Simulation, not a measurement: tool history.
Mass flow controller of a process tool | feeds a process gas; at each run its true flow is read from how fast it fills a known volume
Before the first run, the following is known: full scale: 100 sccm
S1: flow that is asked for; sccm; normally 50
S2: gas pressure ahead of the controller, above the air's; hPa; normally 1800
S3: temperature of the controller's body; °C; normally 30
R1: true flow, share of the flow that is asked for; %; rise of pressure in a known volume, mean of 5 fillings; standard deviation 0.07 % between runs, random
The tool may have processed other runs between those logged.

| run | day | S1 | S2 | S3 | R1 |
|---|---|---|---|---|---|
| 1 | 0.000 | 50 | 1800 | 30 | 98.20 |
| 2 | 4.021 | 53 | 1800 | 30 | 98.29 |
| 3 | 10.421 | 24 | 1800 | 30 | 97.16 |
| 4 | 13.233 | 24 | 1640 | 30 | 97.27 |
| 5 | 17.679 | 50 | 1800 | 30 | 97.99 |
| 6 | 23.500 | 50 | 1800 | 30 | 97.80 |
| 7 | 30.412 | 66 | 1800 | 30 | 98.08 |
| 8 | 35.979 | 66 | 1800 | 30 | 97.88 |
| 9 | 42.508 | 66 | 1800 | 30 | 97.81 |
| 10 | 45.579 | 66 | 1800 | 30 | 97.75 |
| 11 | 50.208 | 50 | 1800 | 22 | 97.87 |
| 12 | 56.142 | 50 | 1800 | 22 | 97.74 |
| 13 | 59.133 | 50 | 1800 | 22 | 97.53 |
| 14 | 63.017 | 50 | 1800 | 30 | 96.83 |
| 15 | 68.046 | 50 | 1800 | 30 | 96.72 |
| 16 | 71.208 | 50 | 1570 | 30 | 96.76 |
| 17 | 74.938 | 50 | 1570 | 30 | 96.65 |
| 18 | 81.396 | 50 | 1570 | 30 | 96.45 |
| 19 | 86.617 | 50 | 1540 | 30 | 96.31 |
|  | 89.817 | controller exchanged for a calibrated one |
| 20 | 89.817 | 50 | 1540 | 30 | 96.38 |
| 21 | 94.012 | 50 | 1540 | 30 | 96.35 |
| 22 | 100.025 | 50 | 1800 | 30 | 96.07 |
| 23 | 106.767 | 50 | 1800 | 30 | 95.93 |
| 24 | 113.338 | 50 | 1800 | 30 | 95.83 |
| 25 | 117.508 | 50 | 1460 | 30 | 95.63 |
| 26 | 123.846 | 48 | 2700 | 30 | 95.41 |
| 27 | 127.875 | 48 | 2700 | 30 | 95.33 |
|  | 131.175 | gauge calibrated |
| 28 | 133.725 | 36 | 1800 | 21 | 98.63 |
| 29 | 136.946 | 36 | 1800 | 21 | 98.50 |
| 30 | 140.446 | 74 | 1970 | 30 | 98.64 |
| 31 | 144.804 | 74 | 1970 | 30 | 98.59 |
| 32 | 148.788 | 74 | 1970 | 30 | 98.48 |
| 33 | 153.604 | 74 | 1970 | 30 | 98.50 |
| 34 | 159.546 | 74 | 1970 | 30 | 98.23 |
| 35 | 165.921 | 74 | 1970 | 30 | 98.16 |
| 36 | 170.183 | 74 | 2070 | 30 | 97.87 |
| 37 | 174.688 | 50 | 2610 | 23 | 97.67 |
| 38 | 178.967 | 50 | 2610 | 23 | 97.66 |
| 39 | 182.988 | 18 | 1640 | 28 | 96.44 |
| 40 | 187.800 | 17 | 1640 | 32 | 95.98 |
| 41 | 193.708 | 17 | 1640 | 32 | 95.83 |
| 42 | 200.388 | 17 | 1640 | 32 | 95.73 |
| 43 | 207.112 | 17 | 1640 | 32 | 95.65 |
| 44 | 214.071 | 18 | 1640 | 37 | 95.08 |
| 45 | 218.621 | 58 | 1550 | 23 | 97.26 |
| 46 | 223.283 | 58 | 1550 | 23 | 97.13 |
|  | 223.912 | gauge calibrated |
| 47 | 228.929 | 50 | 2020 | 31 | 97.87 |

Consider 5 possible next runs. They are alternatives, not a sequence: every one starts from the tool as it was left by run 47. What does each give?
| A | 234.204 | 50 | 1800 | 26 | ? |
| B | 234.204 | 39 | 1650 | 23 | ? |
| C | 234.204 | 11 | 2700 | 39 | ? |
| D | 234.204 | 15 | 1410 | 39 | ? |
| E | 234.204 | 48 | 1600 | 21 | ? |

| run | R1 |
|---|---|
| A | 98.39 |
| B | 98.24 |
| C | 95.97 |
| D | 96.49 |
| E | 98.71 |
With the hidden condition removed and each run's random variation left untouched, the same runs would have given:
| run | R1 |
|---|---|
| A | 98.60 |
| B | 98.45 |
| C | 96.21 |
| D | 96.71 |
| E | 98.93 |
